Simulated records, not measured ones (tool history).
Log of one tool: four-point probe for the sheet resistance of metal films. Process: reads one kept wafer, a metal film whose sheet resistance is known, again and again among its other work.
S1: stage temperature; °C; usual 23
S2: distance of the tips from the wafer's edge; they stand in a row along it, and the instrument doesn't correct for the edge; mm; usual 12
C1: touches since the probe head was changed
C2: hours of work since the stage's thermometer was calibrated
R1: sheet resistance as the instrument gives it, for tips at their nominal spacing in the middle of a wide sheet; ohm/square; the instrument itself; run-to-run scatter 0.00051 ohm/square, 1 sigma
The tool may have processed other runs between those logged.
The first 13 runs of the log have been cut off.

{"run": 14, "day": 20.279, "S1": 23, "S2": 12, "C1": 49280, "C2": 1682, "R1": 2.531537}
{"run": 15, "day": 21.233, "S1": 23, "S2": 12, "C1": 49844, "C2": 1697, "R1": 2.53062}
{"run": 16, "day": 23.392, "S1": 23, "S2": 12, "C1": 51122, "C2": 1730, "R1": 2.530124}
{"run": 17, "day": 25.362, "S1": 23, "S2": 12, "C1": 52290, "C2": 1761, "R1": 2.530798}
{"run": 18, "day": 26.821, "S1": 23, "S2": 12, "C1": 53150, "C2": 1783, "R1": 2.531493}
{"run": 19, "day": 28.283, "S1": 23, "S2": 38, "C1": 54017, "C2": 1806, "R1": 2.517036}
{"run": 20, "day": 30.2, "S1": 23, "S2": 38, "C1": 55150, "C2": 1835, "R1": 2.517}
{"run": 21, "day": 32.033, "S1": 23, "S2": 12, "C1": 56236, "C2": 1863, "R1": 2.531562}
{"day": 32.25, "done": "stage's thermometer calibrated"}
{"run": 22, "day": 33.95, "S1": 23, "S2": 12, "C1": 57358, "C2": 26, "R1": 2.532367}
{"day": 35.454, "done": "stage's thermometer calibrated, once more"}
{"run": 23, "day": 35.971, "S1": 31, "S2": 12, "C1": 58541, "C2": 8, "R1": 2.54743}
{"run": 24, "day": 37.508, "S1": 31, "S2": 12, "C1": 59450, "C2": 32, "R1": 2.547421}
{"run": 25, "day": 39.421, "S1": 23, "S2": 4, "C1": 60581, "C2": 61, "R1": 2.637517}
{"run": 26, "day": 40.767, "S1": 23, "S2": 52, "C1": 61378, "C2": 82, "R1": 2.51005}
{"run": 27, "day": 42.525, "S1": 19, "S2": 6, "C1": 62419, "C2": 109, "R1": 2.556186}
{"run": 28, "day": 43.575, "S1": 20, "S2": 10, "C1": 63039, "C2": 125, "R1": 2.521902}
{"run": 29, "day": 45.45, "S1": 19, "S2": 5, "C1": 64150, "C2": 154, "R1": 2.579879}
{"run": 30, "day": 46.538, "S1": 25, "S2": 12, "C1": 64792, "C2": 171, "R1": 2.529204}
{"run": 31, "day": 47.575, "S1": 23, "S2": 3, "C1": 65406, "C2": 187, "R1": 2.727593}
{"run": 32, "day": 48.988, "S1": 23, "S2": 3, "C1": 66242, "C2": 208, "R1": 2.727248}
{"run": 33, "day": 49.983, "S1": 23, "S2": 3, "C1": 66832, "C2": 224, "R1": 2.726594}
{"run": 34, "day": 52.167, "S1": 24, "S2": 10, "C1": 68124, "C2": 257, "R1": 2.533932}
{"run": 35, "day": 53.846, "S1": 24, "S2": 10, "C1": 69118, "C2": 283, "R1": 2.532842}
{"run": 36, "day": 55.342, "S1": 24, "S2": 10, "C1": 70002, "C2": 306, "R1": 2.532388}
{"run": 37, "day": 56.238, "S1": 34, "S2": 7, "C1": 70533, "C2": 320, "R1": 2.583379}
{"run": 38, "day": 57.517, "S1": 34, "S2": 7, "C1": 71290, "C2": 340, "R1": 2.5824}

Estimate the outcome of run 39 from the log above:
{"run": 39, "day": 58.992, "S1": 34, "S2": 7, "C1": 72163, "C2": 362, "R1": "?"}

For run 39 the tool returned R1 2.584001 ohm/square.
Without the tool's hidden state the same run would have given R1 2.597672 ohm/square.
